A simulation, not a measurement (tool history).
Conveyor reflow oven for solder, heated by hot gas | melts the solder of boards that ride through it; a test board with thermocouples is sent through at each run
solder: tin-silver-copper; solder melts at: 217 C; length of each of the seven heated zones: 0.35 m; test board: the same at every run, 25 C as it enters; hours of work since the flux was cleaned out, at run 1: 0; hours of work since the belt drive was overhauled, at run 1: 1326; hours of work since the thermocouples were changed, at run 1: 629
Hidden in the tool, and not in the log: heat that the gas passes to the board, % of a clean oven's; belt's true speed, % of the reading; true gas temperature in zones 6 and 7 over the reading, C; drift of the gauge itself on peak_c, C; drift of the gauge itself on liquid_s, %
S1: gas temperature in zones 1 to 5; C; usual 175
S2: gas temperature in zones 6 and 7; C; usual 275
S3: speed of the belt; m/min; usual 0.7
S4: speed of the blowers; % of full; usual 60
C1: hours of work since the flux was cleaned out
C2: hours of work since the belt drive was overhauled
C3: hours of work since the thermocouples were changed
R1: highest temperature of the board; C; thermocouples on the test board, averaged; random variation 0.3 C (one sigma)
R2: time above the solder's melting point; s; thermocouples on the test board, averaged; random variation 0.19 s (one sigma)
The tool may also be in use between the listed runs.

| run | day | S1 | S2 | S3 | S4 | C1 | C2 | C3 | R1 | R2 |
|---|---|---|---|---|---|---|---|---|---|---|
| 1 | 0 | 175 | 275 | 0.7 | 60 | 0 | 1326 | 629 | 254 | 47.3 |
| 2 | 2.621 | 169 | 275 | 0.7 | 60 | 39 | 1365 | 668 | 252.9 | 44.5 |
| 3 | 4.554 | 169 | 275 | 0.7 | 60 | 68 | 1394 | 697 | 252.7 | 44.2 |
| 4 | 6.754 | 175 | 275 | 0.7 | 60 | 101 | 1427 | 730 | 253.6 | 46.6 |
| 5 | 9.05 | 175 | 275 | 0.7 | 60 | 136 | 1461 | 765 | 253.2 | 46.2 |
| 6 | 11.492 | 175 | 275 | 0.7 | 60 | 172 | 1498 | 801 | 253.1 | 46.4 |
|  | 12.296 | thermocouples of zones 6 and 7 changed |
| 7 | 14.271 | 175 | 275 | 0.7 | 60 | 212 | 1538 | 30 | 253.1 | 46.9 |
| 8 | 16.146 | 175 | 275 | 0.7 | 60 | 241 | 1566 | 58 | 253.5 | 46.7 |
| 9 | 18.212 | 175 | 275 | 0.7 | 60 | 272 | 1597 | 89 | 252.8 | 46.2 |
|  | 19.517 | flux residue cleaned out of gas plates and filters |
| 10 | 19.9 | 175 | 275 | 0.7 | 60 | 6 | 1619 | 111 | 255.3 | 47.9 |
| 11 | 22.404 | 164 | 275 | 0.7 | 60 | 43 | 1657 | 148 | 252.8 | 43.4 |

Forecast run 12:
| 12 | 23.938 | 164 | 275 | 0.7 | 60 | 66 | 1680 | 171 | ? | ? |

R1: 252.5 C
R2: 43.1 s
Without the tool's hidden state the same run would have given R1 252 C, R2 41 s.
